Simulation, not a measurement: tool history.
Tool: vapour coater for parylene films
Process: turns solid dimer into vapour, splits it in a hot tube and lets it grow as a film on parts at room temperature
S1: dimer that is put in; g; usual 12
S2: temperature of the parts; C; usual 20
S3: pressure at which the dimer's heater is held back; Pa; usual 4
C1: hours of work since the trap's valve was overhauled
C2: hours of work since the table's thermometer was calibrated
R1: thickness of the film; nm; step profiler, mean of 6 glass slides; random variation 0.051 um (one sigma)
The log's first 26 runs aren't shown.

| run | hour | S1 | S2 | S3 | C1 | C2 | R1 |
|---|---|---|---|---|---|---|---|
| 27 | 1222.2 | 8 | 20 | 5.21 | 248 | 776 | 3170 |
|  | 1230.4 | trap's valve overhauled |
| 28 | 1272 | 8 | 20 | 5.21 | 35 | 814 | 3680 |
| 29 | 1316.6 | 21 | 19 | 8.12 | 73 | 852 | 9400 |
| 30 | 1359.9 | 12 | 29 | 3.8 | 109 | 889 | 3870 |
| 31 | 1401.1 | 21 | 30 | 8.72 | 144 | 923 | 5910 |
| 32 | 1436.1 | 21 | 13 | 3.58 | 173 | 953 | 11480 |
| 33 | 1480.8 | 21 | 13 | 3.58 | 211 | 990 | 11150 |
|  | 1532.6 | trap's valve overhauled |
| 34 | 1540.2 | 10 | 20 | 4 | 6 | 1037 | 4670 |
| 35 | 1586.6 | 6 | 30 | 3.55 | 45 | 1076 | 1950 |
| 36 | 1629.3 | 6 | 30 | 3.55 | 81 | 1112 | 1900 |
| 37 | 1680.8 | 12 | 20 | 2.97 | 125 | 1155 | 5270 |
| 38 | 1718.5 | 12 | 25 | 9.99 | 157 | 1187 | 4060 |
| 39 | 1745.5 | 12 | 25 | 9.99 | 179 | 1210 | 4060 |
| 40 | 1778.5 | 9 | 12 | 3.88 | 207 | 1238 | 4960 |
|  | 1826.3 | table's thermometer calibrated |
|  | 1835.4 | trap's valve overhauled |
| 41 | 1835.6 | 12 | 13 | 4 | 0 | 4 | 7510 |
| 42 | 1871.2 | 6 | 13 | 4 | 30 | 34 | 3710 |
| 43 | 1919.7 | 11 | 29 | 4.15 | 71 | 75 | 3700 |
| 44 | 1956.2 | 19 | 13 | 3.88 | 102 | 106 | 11200 |
| 45 | 1984.7 | 15 | 25 | 6.21 | 126 | 130 | 5580 |
| 46 | 2012.4 | 6 | 20 | 4 | 149 | 153 | 2640 |
| 47 | 2046.3 | 18 | 27 | 4 | 178 | 182 | 5950 |

3 ways to go on from here, each from the tool as it stands after run 47. What would each give?
| A | 2093.6 | 17 | 21 | 3.31 | 217 | 222 | ? |
| B | 2093.6 | 19 | 19 | 4.28 | 217 | 222 | ? |
| C | 2093.6 | 15 | 31 | 4 | 217 | 222 | ? |

| run | R1 |
|---|---|
| A | 7050 |
| B | 8250 |
| C | 4290 |
Without the tool's hidden state the same runs would have given:
| run | R1 |
|---|---|
| A | 8080 |
| B | 9460 |
| C | 4910 |
